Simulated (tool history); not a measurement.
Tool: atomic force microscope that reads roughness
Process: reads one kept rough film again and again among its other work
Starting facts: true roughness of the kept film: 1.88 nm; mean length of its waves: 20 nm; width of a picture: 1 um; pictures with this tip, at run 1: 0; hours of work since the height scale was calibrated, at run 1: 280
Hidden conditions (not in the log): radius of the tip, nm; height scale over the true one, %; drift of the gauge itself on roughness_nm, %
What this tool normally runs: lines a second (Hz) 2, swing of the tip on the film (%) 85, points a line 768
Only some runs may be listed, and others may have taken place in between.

run,hour,lines a second (Hz),swing of the tip on the film (%),points a line,pictures with this tip,hours of work since the height scale was calibrated,roughness of the kept film (nm (root mean square))
1,0,2,85,768,0,280,1.269
2,11.6,2,85,768,22,289,1.191
3,26.9,2,85,768,52,300,1.095
# hour 33.2: new tip fitted
4,43.4,2,85,768,19,312,1.211
5,55.9,2,85,768,43,321,1.111
# hour 66.1: new tip fitted
6,70,2,85,516,8,331,1.22
7,84.1,2,85,516,35,342,1.118
8,92.4,2,85,516,51,348,1.069
# hour 94.4: height scale calibrated on a step standard
# hour 100.3: new tip fitted
9,106.7,2,85,516,12,9,1.232
10,114.1,2,85,516,26,14,1.159
11,121.6,2,85,516,41,20,1.104
12,129.8,2,85,516,56,26,1.073
# hour 133.3: new tip fitted
13,138.9,2,85,516,11,32,1.232
14,149.6,2.71,85,644,32,40,1.077
# hour 166.4: new tip fitted
15,166.5,2.71,85,644,0,53,1.168
16,177.7,2.71,85,644,21,61,1.088
17,185.2,1.18,80,608,36,66,1.284
# hour 195.3: height scale calibrated on a step standard, once more
# hour 200.1: new tip fitted
18,201.2,1.18,80,608,2,4,1.443
19,208.2,2,85,338,15,9,1.196
20,218.3,0.53,84,833,35,17,1.391
# hour 233: new tip fitted
21,233,0.53,59,654,0,27,1.617

Run 22 is up next; what results do you expect?
22,244.7,1.16,74,424,22,36,?

Run 22 gave roughness of the kept film (nm (root mean square)) 1.407.
Were there no unlogged condition in the tool, this run, its random variation unchanged, would have produced roughness of the kept film (nm (root mean square)) 1.517.

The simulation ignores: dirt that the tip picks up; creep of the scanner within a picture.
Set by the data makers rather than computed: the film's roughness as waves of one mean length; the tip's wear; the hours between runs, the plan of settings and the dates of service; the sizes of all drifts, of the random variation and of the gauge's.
